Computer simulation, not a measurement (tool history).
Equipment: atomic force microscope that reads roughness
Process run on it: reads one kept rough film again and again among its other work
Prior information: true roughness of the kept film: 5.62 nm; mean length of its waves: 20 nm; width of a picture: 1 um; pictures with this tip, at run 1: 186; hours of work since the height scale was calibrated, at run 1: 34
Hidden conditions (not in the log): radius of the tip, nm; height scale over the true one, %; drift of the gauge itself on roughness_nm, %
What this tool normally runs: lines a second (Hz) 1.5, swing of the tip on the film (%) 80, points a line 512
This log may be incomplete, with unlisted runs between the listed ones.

run,hour,lines a second (Hz),swing of the tip on the film (%),points a line,pictures with this tip,hours of work since the height scale was calibrated,roughness of the kept film (nm (root mean square))
1,0,1.5,80,512,186,34,4.007
2,7.8,1.5,80,512,195,38,4.004
3,14,1.5,80,512,203,42,4.024
4,19,1.5,80,512,208,44,4.003
5,27.8,1.5,80,512,219,49,4.014
# hour 29.2: new tip fitted
6,36.7,1.5,80,512,8,54,4.019
7,46.2,1.5,80,512,19,59,4.042
8,51.4,1.5,80,512,25,62,4.027
9,58.8,2.27,80,512,34,66,3.866
10,65.8,1.5,80,512,42,69,4.016
11,70.3,1.5,80,512,47,72,4.049
12,74.5,1.5,80,811,52,74,4.02
13,83.6,1.5,80,811,63,79,4.045
14,91.2,1.5,80,811,72,83,4.049
15,98.6,1.5,80,811,81,87,4.052
16,106.2,1.5,67,811,89,91,4.195
17,114.5,1.5,67,811,99,96,4.207
18,123.2,1.5,80,512,109,100,4.007
19,131,1.5,80,512,118,105,4.021
20,138.8,1.5,80,329,127,109,3.969
21,143,1.5,80,512,132,111,4.031
22,151.3,1.58,80,512,142,116,4.003
23,156.9,1.58,80,512,148,119,4.006
24,164.4,1.5,80,512,157,123,4.019

The next listed run, before its measurement:
25,171.3,0.55,64,387,165,126,?

roughness of the kept film (nm (root mean square)): 4.284
On a tool with no hidden condition, and with the same random variation, this run would have come out at roughness of the kept film (nm (root mean square)) 4.297.
